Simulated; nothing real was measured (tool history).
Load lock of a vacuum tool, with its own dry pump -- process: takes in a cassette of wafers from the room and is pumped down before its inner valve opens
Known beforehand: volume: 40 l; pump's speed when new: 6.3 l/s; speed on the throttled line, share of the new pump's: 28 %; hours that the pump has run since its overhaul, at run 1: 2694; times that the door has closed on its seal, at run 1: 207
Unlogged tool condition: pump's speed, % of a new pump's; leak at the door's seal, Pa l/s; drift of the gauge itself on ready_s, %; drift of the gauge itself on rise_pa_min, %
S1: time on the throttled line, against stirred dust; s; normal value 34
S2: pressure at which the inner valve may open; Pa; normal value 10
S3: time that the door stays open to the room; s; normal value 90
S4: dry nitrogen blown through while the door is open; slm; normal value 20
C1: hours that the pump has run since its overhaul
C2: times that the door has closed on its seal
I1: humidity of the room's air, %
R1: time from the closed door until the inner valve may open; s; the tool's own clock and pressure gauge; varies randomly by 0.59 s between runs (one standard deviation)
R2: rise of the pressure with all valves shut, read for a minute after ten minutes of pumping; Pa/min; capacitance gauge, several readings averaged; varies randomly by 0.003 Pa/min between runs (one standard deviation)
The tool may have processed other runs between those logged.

run    hour  S1  S2   S3  S4    C1    C2    I1     R1     R2
  1     0.0  34  10   90  20  2694   207  46.4   86.4  0.030
  2    40.7  34  10   90  20  2734   329  43.3   86.3  0.031
  3    88.5  34  10   90  20  2782   472  44.9   87.4  0.029
  4   125.8  34   9   90  20  2819   583  41.8   88.1  0.028
  5   197.6  34  10   90  20  2891   798  44.6   85.6  0.026
  6   274.3  34  10   90  20  2968  1027  41.7   85.9  0.026
  7   336.6  34  10   90  20  3030  1214  45.3   86.0  0.030
  8   400.8  34  10   90  20  3094  1406  46.1   87.1  0.032
  9   490.5  34  10   90  20  3184  1674  43.9   86.4  0.035
 10   559.5  30  10   90  20  3253  1881  45.4   84.7  0.028
 11   600.2  34  10   90  20  3294  2003  43.1   86.8  0.029
 12   654.3  34  10   90  20  3348  2164  42.8   86.2  0.030
 13   703.4  34  10   90  20  3397  2312  44.6   86.9  0.031
 14   791.1  34  10   90  20  3485  2574  45.0   87.3  0.028
 15   829.9  34  10   90  20  3523  2690  46.7   86.9  0.030
 16   916.6  34  10   90  20  3610  2949  45.7   88.0  0.038
 17   988.8  34  10   90  20  3682  3165  43.4   87.5  0.029
 18  1040.6  34  10   90  20  3734  3320  44.6   87.6  0.031
 19  1110.2  34  10   90  20  3804  3529  43.2   87.3  0.033
 20  1168.6  64  11  106  45  3862  3703  44.6  109.0  0.016
 21  1231.7  64   9  106  45  3925  3892  45.6  109.5  0.024
 22  1276.9  34  10   77  23  3970  4027  42.2   87.1  0.032
 23  1363.4  36  11   90  29  4057  4286  47.4   89.2  0.039
 24  1432.6  22  13  238  10  4126  4493  44.3   77.5  0.057
 25  1469.7  22  13  238  10  4163  4604  46.1   77.3  0.066
 26  1540.1  43   9   65  24  4234  4815  47.8   95.0  0.030
 27  1611.7  43  15   71  24  4305  5029  45.9   90.7  0.034
 28  1692.6  26  15   71   9  4386  5271  41.8   78.3  0.037
 29  1769.6  35   8   61   6  4463  5501  44.0   91.0  0.047
 30  1829.3  35   8   61   6  4523  5680  40.4   90.4  0.047
 31  1876.4  35   8   61   6  4570  5821  43.3   90.7  0.046
 32  1957.6  35   8   61   6  4651  6064  49.0   90.4  0.049
 33  2000.2  35   8   61   6  4694  6191  45.2   90.9  0.048
 34  2055.0  35   8   61   6  4749  6356  44.5   91.4  0.049
 35  2125.6  35   8   61   6  4819  6567  47.1   90.6  0.049
 36  2217.1  35   8  104   6  4911  6841  44.3   91.6  0.058
 37  2276.9  35   8  104   6  4970  7019  44.6   90.8  0.061

Consider 4 possible next runs. They are alternatives, not a sequence: every one starts from the tool as it was left by run 37. What does each give?
  A  2334.7  27  14   90  29  5028  7192  44.0   ?   ?
  B  2334.7  35   8   42   6  5028  7192  40.8   ?   ?
  C  2334.7  63  10  234  20  5028  7192  45.9   ?   ?
  D  2334.7  43   8   60  20  5028  7192  46.8   ?   ?

run     R1     R2
  A   80.9  0.035
  B   90.6  0.041
  C  108.9  0.051
  D   95.9  0.041
Without the tool's unlogged condition, the same runs would have read:
run     R1     R2
  A   76.0  0.018
  B   85.5  0.025
  C  104.8  0.035
  D   90.9  0.025
